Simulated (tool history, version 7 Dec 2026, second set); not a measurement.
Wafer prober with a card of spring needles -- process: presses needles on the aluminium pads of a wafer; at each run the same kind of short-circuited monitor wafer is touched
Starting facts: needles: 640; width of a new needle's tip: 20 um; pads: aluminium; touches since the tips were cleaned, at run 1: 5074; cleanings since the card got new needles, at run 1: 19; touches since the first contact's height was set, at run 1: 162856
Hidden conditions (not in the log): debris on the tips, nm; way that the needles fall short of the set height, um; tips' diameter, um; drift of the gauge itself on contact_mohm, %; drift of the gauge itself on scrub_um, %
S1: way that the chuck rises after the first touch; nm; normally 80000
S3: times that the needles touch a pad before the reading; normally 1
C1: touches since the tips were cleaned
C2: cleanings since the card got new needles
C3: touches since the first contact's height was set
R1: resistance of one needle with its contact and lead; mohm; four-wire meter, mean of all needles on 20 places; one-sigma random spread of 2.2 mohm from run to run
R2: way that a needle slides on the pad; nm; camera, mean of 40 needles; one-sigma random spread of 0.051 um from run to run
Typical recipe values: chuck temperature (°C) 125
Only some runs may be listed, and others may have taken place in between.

Run 1, hour 0: usual settings; C1 5074; C2 19; C3 162856. Result: R1 241 mohm, R2 22170 nm.
At hour 6.6: tips cleaned on abrasive film.
At hour 25.7: tips cleaned on abrasive film.
Run 2, hour 28.7: usual settings; C1 1154; C2 21; C3 173743. Result: R1 246 mohm, R2 22120 nm.
At hour 46.1: tips cleaned on abrasive film.
Run 3, hour 56.1: usual settings; C1 3809; C2 22; C3 184160. Result: R1 241 mohm, R2 22040 nm.
At hour 66.6: tips cleaned on abrasive film.
Run 4, hour 74: usual settings; C1 2843; C2 23; C3 190954. Result: R1 242 mohm, R2 22050 nm.
At hour 86.3: tips cleaned on abrasive film.
Run 5, hour 86.3: usual settings; C1 0; C2 24; C3 195598. Result: R1 242 mohm, R2 22060 nm.
At hour 106.7: tips cleaned on abrasive film.
Run 6, hour 113.9: usual settings but chuck temperature (°C) 35; C1 2763; C2 25; C3 206102. Result: R1 220 mohm, R2 22120 nm.
At hour 126.1: tips cleaned on abrasive film.
Run 7, hour 137.4: usual settings but chuck temperature (°C) 35; C1 4295; C2 26; C3 215017. Result: R1 222 mohm, R2 22050 nm.
At hour 140: height of the first contact set anew.
At hour 146.6: tips cleaned on abrasive film.
Run 8, hour 162.9: usual settings but chuck temperature (°C) 35; C1 6216; C2 27; C3 8708. Result: R1 220 mohm, R2 22010 nm.
At hour 166: tips cleaned on abrasive film.
At hour 186.6: tips cleaned on abrasive film.
Run 9, hour 190.6: usual settings but chuck temperature (°C) 35; C1 1511; C2 29; C3 19217. Result: R1 219 mohm, R2 22010 nm.
At hour 206.4: tips cleaned on abrasive film.
Run 10, hour 219.5: usual settings; C1 5011; C2 30; C3 30214. Result: R1 244 mohm, R2 21840 nm.
At hour 225.6: tips cleaned on abrasive film.
At hour 245.7: tips cleaned on abrasive film.
Run 11, hour 248.4: usual settings; C1 1029; C2 32; C3 41166. Result: R1 244 mohm, R2 21790 nm.
Run 12, hour 262.9: usual settings but chuck temperature (°C) 106; C1 6554; C2 32; C3 46691. Result: R1 240 mohm, R2 21820 nm.
At hour 265: tips cleaned on abrasive film.
Run 13, hour 280: usual settings but S1 83000 nm; C1 5717; C2 33; C3 53184. Result: R1 244 mohm, R2 22630 nm.
At hour 286.5: tips cleaned on abrasive film.
At hour 305.7: tips cleaned on abrasive film.
Run 14, hour 309.1: usual settings but S1 65000 nm; C1 1303; C2 35; C3 64206. Result: R1 249 mohm, R2 17700 nm.
Run 15, hour 323.4: usual settings; C1 6776; C2 35; C3 69679. Result: R1 240 mohm, R2 21770 nm.
At hour 325: tips cleaned on abrasive film.
At hour 344.1: tips cleaned on abrasive film.
Run 16, hour 344.1: usual settings; C1 0; C2 37; C3 77509. Result: R1 235 mohm, R2 21900 nm.
Run 17, hour 362.3: usual settings; C1 6928; C2 37; C3 84437. Result: R1 244 mohm, R2 21830 nm.
At hour 364.5: tips cleaned on abrasive film.
Run 18, hour 382.4: usual settings but S1 72000 nm, S3 2; C1 6847; C2 38; C3 92085. Result: R1 246 mohm, R2 19600 nm.
At hour 384.2: tips cleaned on abrasive film.
At hour 403.5: tips cleaned on abrasive film.
Run 19, hour 410.6: usual settings but S1 71000 nm, chuck temperature (°C) 38, S3 2; C1 2730; C2 40; C3 102777. Result: R1 220 mohm, R2 19300 nm.
At hour 422.7: tips cleaned on abrasive film.
Run 20, hour 428.8: usual settings but S1 93000 nm, chuck temperature (°C) 32, S3 3; C1 2330; C2 41; C3 109674. Result: R1 215 mohm, R2 25210 nm.
At hour 443.6: tips cleaned on abrasive film.
Run 21, hour 445.2: usual settings but S1 93000 nm, chuck temperature (°C) 32, S3 3; C1 588; C2 42; C3 115883. Result: R1 216 mohm, R2 25280 nm.
At hour 464.1: tips cleaned on abrasive film.
Run 22, hour 473.4: usual settings but S1 93000 nm, chuck temperature (°C) 32, S3 3; C1 3533; C2 43; C3 126610. Result: R1 219 mohm, R2 25060 nm.
At hour 479.9: gauge calibrated.
At hour 483.2: tips cleaned on abrasive film.
Run 23, hour 497.9: usual settings but S3 2; C1 5617; C2 44; C3 135938. Result: R1 242 mohm, R2 22130 nm.
At hour 503: tips cleaned on abrasive film.
Run 24, hour 516.8: usual settings but chuck temperature (°C) 112; C1 5264; C2 45; C3 143109. Result: R1 243 mohm, R2 22030 nm.
At hour 523.4: tips cleaned on abrasive film.
Run 25, hour 533.4: usual settings but chuck temperature (°C) 112; C1 3817; C2 46; C3 149427. Result: R1 237 mohm, R2 22100 nm.
At hour 544.1: tips cleaned on abrasive film.
Run 26, hour 551.2: usual settings but chuck temperature (°C) 112; C1 2710; C2 47; C3 156162. Result: R1 236 mohm, R2 22020 nm.
At hour 563.3: tips cleaned on abrasive film.
Run 27, hour 580.2: usual settings but S1 72000 nm, chuck temperature (°C) 30, S3 2; C1 6442; C2 48; C3 167211. Result: R1 218 mohm, R2 19870 nm.
At hour 583.2: tips cleaned on abrasive film.
Run 28, hour 598.6: usual settings but chuck temperature (°C) 37; C1 5901; C2 49; C3 174194. Result: R1 219 mohm, R2 22020 nm.
At hour 603.5: tips cleaned on abrasive film.
Run 29, hour 619.6: usual settings but chuck temperature (°C) 106, S3 2; C1 6135; C2 50; C3 182154. Result: R1 242 mohm, R2 22050 nm.
At hour 623.1: tips cleaned on abrasive film.
Run 30, hour 632.9: usual settings but S1 84000 nm, chuck temperature (°C) 64, S3 2; C1 3716; C2 51; C3 187186. Result: R1 224 mohm, R2 23150 nm.
At hour 644.1: tips cleaned on abrasive film.
Run 31, hour 654.2: usual settings but chuck temperature (°C) 37; C1 3885; C2 52; C3 195307. Result: R1 220 mohm, R2 21990 nm.
At hour 664.5: tips cleaned on abrasive film.
Run 32, hour 667.4: usual settings but chuck temperature (°C) 37; C1 1128; C2 53; C3 200300. Result: R1 221 mohm, R2 21870 nm.
At hour 685.8: tips cleaned on abrasive film.
Run 33, hour 685.9: usual settings but S1 61000 nm, chuck temperature (°C) 55; C1 55; C2 54; C3 207338. Result: R1 229 mohm, R2 16720 nm.

3 options for the next run, each taken on its own from the tool as it stands now. Forecast them:
Run A, hour 704.1: usual settings but S1 68000 nm, chuck temperature (°C) 44; C1 6989; C2 54; C3 214272. Result: R1 ?, R2 ?.
Run B, hour 704.1: usual settings but chuck temperature (°C) 75; C1 6989; C2 54; C3 214272. Result: R1 ?, R2 ?.
Run C, hour 704.1: usual settings but chuck temperature (°C) 50, S3 3; C1 6989; C2 54; C3 214272. Result: R1 ?, R2 ?.

run   R1     R2
  A  224  18610
  B  229  21920
  C  228  21930
Stripped of hidden state, with their random variation kept, the same runs would have yielded:
run   R1     R2
  A  223  18820
  B  228  22170
  C  228  22180

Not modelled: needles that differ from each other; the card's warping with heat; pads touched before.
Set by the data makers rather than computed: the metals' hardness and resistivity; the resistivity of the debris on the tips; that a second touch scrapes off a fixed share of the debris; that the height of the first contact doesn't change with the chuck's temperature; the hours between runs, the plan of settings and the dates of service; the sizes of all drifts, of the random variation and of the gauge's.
